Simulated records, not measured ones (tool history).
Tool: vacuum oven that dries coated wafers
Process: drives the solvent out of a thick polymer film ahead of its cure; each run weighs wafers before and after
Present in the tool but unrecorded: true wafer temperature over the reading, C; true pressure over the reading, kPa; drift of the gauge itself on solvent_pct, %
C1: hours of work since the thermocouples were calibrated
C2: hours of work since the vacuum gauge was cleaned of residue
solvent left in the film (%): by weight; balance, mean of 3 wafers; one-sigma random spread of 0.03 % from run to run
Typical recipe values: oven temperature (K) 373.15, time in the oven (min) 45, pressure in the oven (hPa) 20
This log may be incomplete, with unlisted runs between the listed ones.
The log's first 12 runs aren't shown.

Run 13, hour 113.4: usual settings but time in the oven (min) 58; C1 241; C2 280. Result: solvent left in the film (%) 1.93.
Run 14, hour 118.9: usual settings but oven temperature (K) 374.15; C1 244; C2 283. Result: solvent left in the film (%) 2.06.
Run 15, hour 129.5: usual settings; C1 249; C2 288. Result: solvent left in the film (%) 2.26.
Run 16, hour 142.8: usual settings; C1 255; C2 294. Result: solvent left in the film (%) 2.22.
Run 17, hour 148.4: usual settings; C1 258; C2 297. Result: solvent left in the film (%) 2.33.
Run 18, hour 155: usual settings; C1 261; C2 300. Result: solvent left in the film (%) 2.25.
Run 19, hour 167.2: usual settings; C1 266; C2 305. Result: solvent left in the film (%) 2.23.
Run 20, hour 174.8: usual settings but time in the oven (min) 66, pressure in the oven (hPa) 28.8; C1 270; C2 309. Result: solvent left in the film (%) 2.49.
Run 21, hour 182.9: usual settings but oven temperature (K) 364.15, time in the oven (min) 65, pressure in the oven (hPa) 28.3; C1 273; C2 312. Result: solvent left in the film (%) 4.04.
Run 22, hour 194: usual settings but oven temperature (K) 364.15, time in the oven (min) 65, pressure in the oven (hPa) 28.3; C1 279; C2 318. Result: solvent left in the film (%) 3.93.
Run 23, hour 203.3: usual settings but oven temperature (K) 366.15, time in the oven (min) 57, pressure in the oven (hPa) 15.8; C1 283; C2 322. Result: solvent left in the film (%) 2.62.
Run 24, hour 211.7: usual settings but oven temperature (K) 366.15, time in the oven (min) 57, pressure in the oven (hPa) 15.8; C1 287; C2 326. Result: solvent left in the film (%) 2.55.
Run 25, hour 224.5: usual settings but oven temperature (K) 387.15, pressure in the oven (hPa) 63.4; C1 293; C2 332. Result: solvent left in the film (%) 3.21.
Run 26, hour 234.1: usual settings but oven temperature (K) 387.15, time in the oven (min) 53, pressure in the oven (hPa) 36.3; C1 297; C2 336. Result: solvent left in the film (%) 1.83.
Run 27, hour 244.6: usual settings but oven temperature (K) 387.15, time in the oven (min) 53, pressure in the oven (hPa) 36.3; C1 302; C2 341. Result: solvent left in the film (%) 1.88.

For run 28, what comes out?
Run 28, hour 251.7: usual settings but time in the oven (min) 53, pressure in the oven (hPa) 10.9; C1 305; C2 344. Result: solvent left in the film (%) ?.

Run 28 produced solvent left in the film (%) 1.32.
Were there no unlogged condition in the tool, this run, its random variation unchanged, would have produced solvent left in the film (%) 1.26.

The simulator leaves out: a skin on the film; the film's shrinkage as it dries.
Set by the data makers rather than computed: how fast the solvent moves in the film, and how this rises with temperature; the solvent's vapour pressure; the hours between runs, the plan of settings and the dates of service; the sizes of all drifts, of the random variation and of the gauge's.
